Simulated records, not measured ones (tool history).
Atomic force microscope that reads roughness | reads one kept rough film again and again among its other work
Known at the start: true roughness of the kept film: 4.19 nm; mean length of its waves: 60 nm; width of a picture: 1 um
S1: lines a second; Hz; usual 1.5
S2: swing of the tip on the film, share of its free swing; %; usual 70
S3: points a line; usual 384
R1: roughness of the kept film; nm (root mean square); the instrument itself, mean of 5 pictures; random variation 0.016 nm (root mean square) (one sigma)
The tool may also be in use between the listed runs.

run,hour,S1,S2,S3,R1
1,0,1.5,70,384,3.823
2,10.2,1.5,84,384,3.662
3,21.7,1.5,84,384,3.642
4,37.6,1.5,84,384,3.653
5,49.7,1.5,70,639,3.682
# hour 61.9: new tip fitted
6,61.9,1.5,70,639,3.866
7,74.2,1.5,70,639,3.858
8,87.9,1.5,56,589,3.906
9,106.8,1.23,75,320,3.758
10,120.9,1.23,75,320,3.703
11,131.8,1.23,75,320,3.707
12,142.1,1.23,75,320,3.71
13,153,1.23,75,320,3.665

Measured less the same run without the tool's hidden state. The same run-to-run variation is in both; the gauge's scatter may not be:
The hidden state here: radius of the tip, nm; height scale over the true one, %; drift of the gauge itself on roughness_nm, %.
run,R1
1,-0.1
2,-0.117
3,-0.144
4,-0.174
5,-0.201
6,-0.031
7,-0.059
8,-0.091
9,-0.13
10,-0.162
11,-0.185
12,-0.206
13,-0.227
